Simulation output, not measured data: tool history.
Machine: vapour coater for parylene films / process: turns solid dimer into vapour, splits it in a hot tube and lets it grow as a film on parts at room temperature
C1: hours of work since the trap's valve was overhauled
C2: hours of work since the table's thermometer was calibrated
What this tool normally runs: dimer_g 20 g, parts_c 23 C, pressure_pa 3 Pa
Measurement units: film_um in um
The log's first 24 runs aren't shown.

run 25 hour=1053.7 | dimer_g=20 parts_c=35 pressure_pa=2.12 | C1=91 C2=1194 | film_um=12.34
run 26 hour=1104 | dimer_g=11 parts_c=23 pressure_pa=3.16 | C1=115 C2=1218 | film_um=8.71
run 27 hour=1164 | dimer_g=10 parts_c=23 pressure_pa=6.92 | C1=143 C2=1246 | film_um=7.24
run 28 hour=1203.5 | dimer_g=10 parts_c=23 pressure_pa=4.66 | C1=162 C2=1265 | film_um=7.5
run 29 hour=1262.1 | dimer_g=34 parts_c=17 pressure_pa=6.11 | C1=189 C2=1293 | film_um=28.56
run 30 hour=1328.7 | dimer_g=34 parts_c=17 pressure_pa=6.11 | C1=221 C2=1324 | film_um=28.34
run 31 hour=1380.9 | dimer_g=34 parts_c=17 pressure_pa=6.11 | C1=245 C2=1349 | film_um=28.57
run 32 hour=1409.4 | dimer_g=8 parts_c=23 pressure_pa=3 | C1=259 C2=1362 | film_um=6.22
run 33 hour=1454.8 | dimer_g=17 parts_c=22 pressure_pa=7.48 | C1=280 C2=1384 | film_um=11.91
run 34 hour=1492 | dimer_g=9 parts_c=23 pressure_pa=3 | C1=298 C2=1401 | film_um=6.72
run 35 hour=1533.8 | dimer_g=11 parts_c=23 pressure_pa=8.41 | C1=318 C2=1421 | film_um=7.32
run 36 hour=1581.7 | dimer_g=11 parts_c=23 pressure_pa=8.41 | C1=340 C2=1443 | film_um=7.21
-- hour=1613 trap's valve overhauled
run 37 hour=1623.8 | dimer_g=20 parts_c=23 pressure_pa=3 | C1=5 C2=1461 | film_um=16.34
run 38 hour=1670.1 | dimer_g=20 parts_c=23 pressure_pa=2.01 | C1=27 C2=1483 | film_um=17.19
run 39 hour=1732.1 | dimer_g=13 parts_c=22 pressure_pa=4.02 | C1=56 C2=1512 | film_um=10.6
run 40 hour=1778.6 | dimer_g=22 parts_c=22 pressure_pa=4.02 | C1=78 C2=1534 | film_um=17.78
run 41 hour=1837.6 | dimer_g=16 parts_c=16 pressure_pa=4.02 | C1=106 C2=1562 | film_um=15.06
run 42 hour=1886.3 | dimer_g=11 parts_c=17 pressure_pa=3 | C1=129 C2=1585 | film_um=10.33
run 43 hour=1934.8 | dimer_g=12 parts_c=17 pressure_pa=8.6 | C1=152 C2=1608 | film_um=10
run 44 hour=1964 | dimer_g=22 parts_c=32 pressure_pa=4.48 | C1=165 C2=1622 | film_um=13.36
run 45 hour=2019.9 | dimer_g=12 parts_c=23 pressure_pa=2.73 | C1=192 C2=1648 | film_um=9.61
run 46 hour=2061.1 | dimer_g=9 parts_c=23 pressure_pa=5.08 | C1=211 C2=1668 | film_um=6.67

What if the next run were any one of these 5? Each begins from the tool's condition after run 46:
run A hour=2117.8 | dimer_g=32 parts_c=23 pressure_pa=5.08 | C1=238 C2=1694 | film_um=?
run B hour=2117.8 | dimer_g=20 parts_c=31 pressure_pa=3 | C1=238 C2=1694 | film_um=?
run C hour=2117.8 | dimer_g=9 parts_c=27 pressure_pa=2.84 | C1=238 C2=1694 | film_um=?
run D hour=2117.8 | dimer_g=20 parts_c=32 pressure_pa=3 | C1=238 C2=1694 | film_um=?
run E hour=2117.8 | dimer_g=20 parts_c=23 pressure_pa=6.81 | C1=238 C2=1694 | film_um=?

run=A film_um=23.32
run=B film_um=12.66
run=C film_um=6.38
run=D film_um=12.05
run=E film_um=13.86
The same runs, with their run-to-run variation unchanged, on a tool lacking any hidden condition would have given:
run=A film_um=24.74
run=B film_um=13.43
run=C film_um=6.77
run=D film_um=12.79
run=E film_um=14.71
